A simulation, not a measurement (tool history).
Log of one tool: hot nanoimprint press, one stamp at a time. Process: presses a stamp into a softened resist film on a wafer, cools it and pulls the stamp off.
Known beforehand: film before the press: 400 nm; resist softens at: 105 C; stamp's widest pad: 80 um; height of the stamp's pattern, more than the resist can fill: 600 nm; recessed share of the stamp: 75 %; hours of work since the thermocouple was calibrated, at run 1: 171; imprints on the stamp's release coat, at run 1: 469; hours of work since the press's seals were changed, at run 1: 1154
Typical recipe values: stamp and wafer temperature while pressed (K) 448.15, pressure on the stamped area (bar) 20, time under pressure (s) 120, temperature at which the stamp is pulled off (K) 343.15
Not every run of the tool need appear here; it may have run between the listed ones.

| run | day | stamp and wafer temperature while pressed (K) | pressure on the stamped area (bar) | time under pressure (s) | temperature at which the stamp is pulled off (K) | hours of work since the thermocouple was calibrated | imprints on the stamp's release coat | hours of work since the press's seals were changed | resist left under the stamp's widest pad (Å) | greatest force while the stamp is pulled off (N) |
|---|---|---|---|---|---|---|---|---|---|---|
| 1 | 0 | 448.15 | 20 | 120 | 343.15 | 171 | 469 | 1154 | 1859 | 119 |
|  | 0.921 | press's hydraulic seals changed and the load cell set to zero |
| 2 | 2.892 | 448.15 | 20 | 120 | 338.15 | 216 | 719 | 35 | 1871 | 144 |
| 3 | 4.821 | 448.15 | 20 | 120 | 343.15 | 250 | 907 | 69 | 1891 | 139 |
|  | 5.583 | stamp cleaned and given a new release coat |
| 4 | 8.021 | 448.15 | 20 | 153 | 343.15 | 302 | 238 | 121 | 1739 | 118 |
| 5 | 9.821 | 448.15 | 15.5 | 153 | 343.15 | 334 | 414 | 153 | 1931 | 125 |
| 6 | 13.154 | 448.15 | 20 | 120 | 343.15 | 393 | 739 | 212 | 1943 | 135 |
|  | 15.512 | stamp cleaned and given a new release coat |
| 7 | 17.442 | 443.15 | 20 | 120 | 343.15 | 464 | 188 | 283 | 2493 | 116 |
|  | 17.917 | plate thermocouple calibrated |
| 8 | 20 | 448.15 | 28.9 | 120 | 343.15 | 37 | 426 | 326 | 1554 | 121 |
| 9 | 24.092 | 448.15 | 20 | 120 | 343.15 | 109 | 825 | 399 | 1856 | 140 |
|  | 25.729 | stamp cleaned and given a new release coat |
| 10 | 26.496 | 448.15 | 21.4 | 120 | 343.15 | 147 | 75 | 437 | 1833 | 108 |
| 11 | 28.854 | 448.15 | 21.4 | 120 | 343.15 | 189 | 305 | 478 | 1837 | 117 |
| 12 | 31.638 | 448.15 | 20 | 120 | 343.15 | 238 | 577 | 528 | 1905 | 135 |
|  | 35.692 | stamp cleaned and given a new release coat |
| 13 | 36.108 | 448.15 | 20 | 120 | 343.15 | 313 | 41 | 602 | 1934 | 113 |
| 14 | 39.725 | 448.15 | 20 | 120 | 343.15 | 377 | 394 | 666 | 1985 | 123 |
| 15 | 43.658 | 449.15 | 26.5 | 172 | 343.15 | 446 | 778 | 736 | 1472 | 139 |
|  | 45.192 | plate thermocouple calibrated |
|  | 45.783 | stamp cleaned and given a new release coat |
| 16 | 46.721 | 448.15 | 15.2 | 120 | 343.15 | 23 | 91 | 783 | 2004 | 111 |
| 17 | 50.675 | 448.15 | 12.9 | 148 | 334.15 | 93 | 478 | 853 | 2014 | 141 |
| 18 | 52.6 | 448.15 | 12.9 | 148 | 334.15 | 127 | 665 | 887 | 2031 | 154 |
| 19 | 54.996 | 444.15 | 12.9 | 148 | 334.15 | 169 | 899 | 930 | 2408 | 165 |
|  | 55.8 | stamp cleaned and given a new release coat |
| 20 | 59.067 | 444.15 | 12.9 | 148 | 334.15 | 236 | 319 | 997 | 2457 | 137 |
| 21 | 62.342 | 448.15 | 15.9 | 120 | 337.15 | 294 | 639 | 1055 | 2082 | 144 |
|  | 66 | stamp cleaned and given a new release coat |
| 22 | 66.425 | 445.15 | 15.9 | 72 | 337.15 | 362 | 42 | 1123 | 2783 | 116 |
|  | 69.15 | press's hydraulic seals changed and the load cell set to zero |
| 23 | 69.875 | 437.15 | 13.6 | 135 | 341.15 | 417 | 346 | 13 | 3218 | 130 |
|  | 72.975 | plate thermocouple calibrated |
| 24 | 73.762 | 439.15 | 14.4 | 228 | 349.15 | 14 | 713 | 79 | 2474 | 116 |
|  | 76.442 | stamp cleaned and given a new release coat |
| 25 | 77.738 | 459.15 | 14.4 | 228 | 350.15 | 80 | 126 | 145 | 970 | 94 |
| 26 | 81.358 | 447.15 | 19.9 | 120 | 343.15 | 144 | 480 | 209 | 1943 | 123 |
| 27 | 84.358 | 447.15 | 19.9 | 120 | 343.15 | 197 | 773 | 262 | 1960 | 131 |
|  | 86.542 | stamp cleaned and given a new release coat |
| 28 | 87.154 | 447.15 | 19.9 | 120 | 343.15 | 242 | 60 | 307 | 2009 | 112 |

Table of differences, measured result less the result of that run with no hidden state. Run-to-run variation is the same in both. Gauge scatter possibly is not:
What the log doesn't record here: true temperature over the reading, C; pressure that arrives at the usual setting, %; grip of the stamp's worn release coat, % over a new coat's; drift of the gauge itself on residual_nm, %; drift of the gauge itself on pull_off_n, %.
| run | resist left under the stamp's widest pad (Å) | greatest force while the stamp is pulled off (N) |
|---|---|---|
| 1 | +94 | +18 |
| 2 | +96 | +31 |
| 3 | +112 | +37 |
| 4 | +126 | +12 |
| 5 | +145 | +19 |
| 6 | +173 | +31 |
| 7 | +235 | +11 |
| 8 | +39 | +16 |
| 9 | +74 | +33 |
| 10 | +89 | +5 |
| 11 | +106 | +13 |
| 12 | +128 | +26 |
| 13 | +159 | +5 |
| 14 | +190 | +19 |
| 15 | +182 | +35 |
| 16 | +13 | +3 |
| 17 | +43 | +21 |
| 18 | +58 | +31 |
| 19 | +85 | +42 |
| 20 | +118 | +16 |
| 21 | +135 | +29 |
| 22 | +172 | +5 |
| 23 | +173 | +18 |
| 24 | +38 | +24 |
| 25 | +29 | +5 |
| 26 | +87 | +19 |
| 27 | +112 | +31 |
| 28 | +133 | +5 |
